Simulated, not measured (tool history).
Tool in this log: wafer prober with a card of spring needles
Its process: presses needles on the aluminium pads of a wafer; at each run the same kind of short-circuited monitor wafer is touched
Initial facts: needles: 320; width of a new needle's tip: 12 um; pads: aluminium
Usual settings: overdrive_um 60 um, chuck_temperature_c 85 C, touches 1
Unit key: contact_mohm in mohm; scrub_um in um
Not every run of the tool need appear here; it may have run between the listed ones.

{"run": 1, "hour": 0.0, "overdrive_um": 60, "chuck_temperature_c": 85, "touches": 1, "contact_mohm": 299, "scrub_um": 10.46}
{"hour": 19.0, "done": "tips cleaned on abrasive film"}
{"run": 2, "hour": 35.8, "overdrive_um": 60, "chuck_temperature_c": 85, "touches": 1, "contact_mohm": 317, "scrub_um": 10.46}
{"hour": 42.1, "done": "tips cleaned on abrasive film"}
{"run": 3, "hour": 54.7, "overdrive_um": 60, "chuck_temperature_c": 74, "touches": 1, "contact_mohm": 306, "scrub_um": 10.46}
{"hour": 65.9, "done": "tips cleaned on abrasive film"}
{"run": 4, "hour": 77.3, "overdrive_um": 60, "chuck_temperature_c": 85, "touches": 3, "contact_mohm": 294, "scrub_um": 10.35}
{"hour": 90.4, "done": "tips cleaned on abrasive film"}
{"hour": 112.7, "done": "tips cleaned on abrasive film"}
{"run": 5, "hour": 113.2, "overdrive_um": 60, "chuck_temperature_c": 85, "touches": 2, "contact_mohm": 292, "scrub_um": 10.43}
{"hour": 136.2, "done": "tips cleaned on abrasive film"}
{"run": 6, "hour": 143.8, "overdrive_um": 60, "chuck_temperature_c": 57, "touches": 1, "contact_mohm": 295, "scrub_um": 10.47}
{"hour": 159.2, "done": "tips cleaned on abrasive film"}
{"run": 7, "hour": 176.6, "overdrive_um": 60, "chuck_temperature_c": 85, "touches": 1, "contact_mohm": 313, "scrub_um": 10.38}
{"hour": 182.9, "done": "tips cleaned on abrasive film"}
{"run": 8, "hour": 204.2, "overdrive_um": 60, "chuck_temperature_c": 85, "touches": 2, "contact_mohm": 311, "scrub_um": 10.27}
{"hour": 206.9, "done": "tips cleaned on abrasive film"}
{"hour": 230.5, "done": "tips cleaned on abrasive film"}
{"run": 9, "hour": 232.8, "overdrive_um": 60, "chuck_temperature_c": 85, "touches": 2, "contact_mohm": 295, "scrub_um": 10.11}
{"run": 10, "hour": 252.3, "overdrive_um": 60, "chuck_temperature_c": 85, "touches": 1, "contact_mohm": 314, "scrub_um": 10.26}
{"hour": 255.7, "done": "tips cleaned on abrasive film"}
{"run": 11, "hour": 268.1, "overdrive_um": 60, "chuck_temperature_c": 85, "touches": 1, "contact_mohm": 307, "scrub_um": 10.15}
{"hour": 278.7, "done": "tips cleaned on abrasive film"}
{"run": 12, "hour": 286.3, "overdrive_um": 60, "chuck_temperature_c": 85, "touches": 1, "contact_mohm": 304, "scrub_um": 10.1}
{"hour": 301.9, "done": "tips cleaned on abrasive film"}
{"run": 13, "hour": 314.9, "overdrive_um": 69, "chuck_temperature_c": 85, "touches": 2, "contact_mohm": 297, "scrub_um": 11.84}
{"hour": 324.6, "done": "tips cleaned on abrasive film"}
{"run": 14, "hour": 337.2, "overdrive_um": 69, "chuck_temperature_c": 85, "touches": 2, "contact_mohm": 298, "scrub_um": 11.68}
{"hour": 347.4, "done": "tips cleaned on abrasive film"}
{"hour": 369.5, "done": "tips cleaned on abrasive film"}
{"run": 15, "hour": 369.5, "overdrive_um": 42, "chuck_temperature_c": 55, "touches": 2, "contact_mohm": 288, "scrub_um": 6.87}
{"run": 16, "hour": 386.8, "overdrive_um": 42, "chuck_temperature_c": 40, "touches": 2, "contact_mohm": 312, "scrub_um": 6.94}
{"hour": 392.8, "done": "tips cleaned on abrasive film"}
{"hour": 416.1, "done": "tips cleaned on abrasive film"}
{"run": 17, "hour": 422.7, "overdrive_um": 76, "chuck_temperature_c": 93, "touches": 1, "contact_mohm": 304, "scrub_um": 12.95}
{"hour": 438.8, "done": "tips cleaned on abrasive film"}
{"run": 18, "hour": 446.8, "overdrive_um": 76, "chuck_temperature_c": 93, "touches": 1, "contact_mohm": 301, "scrub_um": 12.86}
{"hour": 460.8, "done": "tips cleaned on abrasive film"}
{"run": 19, "hour": 475.9, "overdrive_um": 67, "chuck_temperature_c": 85, "touches": 1, "contact_mohm": 311, "scrub_um": 11.39}
{"hour": 484.0, "done": "tips cleaned on abrasive film"}
{"run": 20, "hour": 501.3, "overdrive_um": 60, "chuck_temperature_c": 47, "touches": 1, "contact_mohm": 304, "scrub_um": 9.98}
{"hour": 508.5, "done": "tips cleaned on abrasive film"}
{"run": 21, "hour": 527.1, "overdrive_um": 60, "chuck_temperature_c": 47, "touches": 1, "contact_mohm": 311, "scrub_um": 9.98}
{"hour": 532.2, "done": "tips cleaned on abrasive film"}
{"run": 22, "hour": 543.5, "overdrive_um": 70, "chuck_temperature_c": 109, "touches": 1, "contact_mohm": 312, "scrub_um": 11.78}
{"hour": 555.8, "done": "tips cleaned on abrasive film"}
{"run": 23, "hour": 565.3, "overdrive_um": 70, "chuck_temperature_c": 67, "touches": 2, "contact_mohm": 288, "scrub_um": 11.7}

3 options for the next run, each taken on its own from the tool as it stands now. Forecast them:
{"hour": 579.7, "done": "tips cleaned on abrasive film"}
{"run": "A", "hour": 582.5, "overdrive_um": 60, "chuck_temperature_c": 67, "touches": 2, "contact_mohm": "?", "scrub_um": "?"}
{"hour": 579.7, "done": "tips cleaned on abrasive film"}
{"run": "B", "hour": 582.5, "overdrive_um": 60, "chuck_temperature_c": 49, "touches": 3, "contact_mohm": "?", "scrub_um": "?"}
{"hour": 579.7, "done": "tips cleaned on abrasive film"}
{"run": "C", "hour": 582.5, "overdrive_um": 48, "chuck_temperature_c": 60, "touches": 1, "contact_mohm": "?", "scrub_um": "?"}

run=A contact_mohm=291 scrub_um=9.92
run=B contact_mohm=286 scrub_um=10.06
run=C contact_mohm=301 scrub_um=7.85
Stripped of hidden state, with their random variation kept, the same runs would have yielded:
run=A contact_mohm=285 scrub_um=10.66
run=B contact_mohm=281 scrub_um=10.79
run=C contact_mohm=286 scrub_um=8.58
